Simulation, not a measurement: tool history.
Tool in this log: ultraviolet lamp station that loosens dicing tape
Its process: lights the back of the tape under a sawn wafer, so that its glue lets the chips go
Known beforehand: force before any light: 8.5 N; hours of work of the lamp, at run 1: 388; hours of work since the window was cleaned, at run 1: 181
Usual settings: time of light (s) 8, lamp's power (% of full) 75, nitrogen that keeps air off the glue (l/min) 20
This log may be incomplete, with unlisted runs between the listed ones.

run	hour	time of light (s)	lamp's power (% of full)	nitrogen that keeps air off the glue (l/min)	hours of work of the lamp	hours of work since the window was cleaned	force that peels the tape off (N)	light that reached the tape (mJ/cm2)
1	0	8	75	20	388	181	1.335	213
2	17.1	8	75	20	399	191	1.344	207
3	34.6	8	75	20	409	202	1.342	210
4	48.8	8	75	20	417	210	1.309	208
5	66.3	8	75	20	428	220	1.351	209
6	78.8	8	75	20	435	228	1.381	207
7	88.9	8	75	20	441	234	1.43	207
8	105.9	8	75	20	451	244	1.349	203
9	123	8	75	20	461	254	1.415	206
10	136.4	8	75	20	469	262	1.369	202
11	149.2	8	75	20	476	269	1.425	203
12	165.8	8	98	20	486	279	0.836	263
13	175.1	8	98	20	492	285	0.835	259
14	188.3	8	98	20	500	292	0.867	264
15	199.2	8	64	20	506	299	1.905	170
16	212.5	8	75	20	514	307	1.42	198
17	230.3	8	75	20	524	317	1.501	199
18	241.2	8	98	20	531	324	0.866	255
19	254.5	8	98	20	539	331	0.856	259
# hour 256.4: window cleaned of glue's vapour
20	271.9	13	75	20	549	9	0.569	315
21	284.8	13	75	20	556	17	0.59	313
# hour 286.2: window cleaned of glue's vapour, once more
22	298.5	8	75	10	564	7	2.058	214
23	309.3	8	75	10	570	14	1.943	212
24	317.8	6	74	11	575	19	2.789	155
25	330.2	14	75	31	583	26	0.243	372
26	340.7	4	75	10	589	32	4.099	109
27	351.2	4	75	10	595	38	4.126	106
28	366.6	8	75	23	604	47	1.199	211
29	383.9	4	67	20	614	58	3.631	90
30	391.4	4	67	20	619	62	3.611	97
31	406.5	10	68	24	628	71	0.95	233
32	415	5	61	36	633	76	2.726	108
33	426.4	5	61	36	639	83	2.693	106
34	435.7	15	82	15	645	88	0.333	419
35	448.6	15	82	15	653	96	0.359	419
36	459.4	6	88	20	659	102	1.769	178
37	472.2	6	88	20	666	110	1.772	179
38	488.9	4	67	6	676	120	5.352	88
39	502.2	8	78	20	684	127	1.321	208
40	511.9	8	78	20	690	133	1.323	210
41	520.6	8	78	20	695	138	1.351	205
42	537	11	78	8	705	148	1.506	285
43	544.6	8	62	20	709	152	1.99	168

Each row is a separate what-if for the run after 43, all from the same tool condition, not one after another. Results?
A	556.9	8	62	27	716	160	?	?
B	556.9	10	62	20	716	160	?	?
C	556.9	8	73	20	716	160	?	?
D	556.9	8	88	20	716	160	?	?

run	force that peels the tape off (N)	light that reached the tape (mJ/cm2)
A	1.711	163
B	1.447	204
C	1.55	193
D	1.146	232
Without the tool's hidden state the same runs would have given:
run	force that peels the tape off (N)	light that reached the tape (mJ/cm2)
A	1.182	201
B	0.961	252
C	1.053	239
D	0.724	287
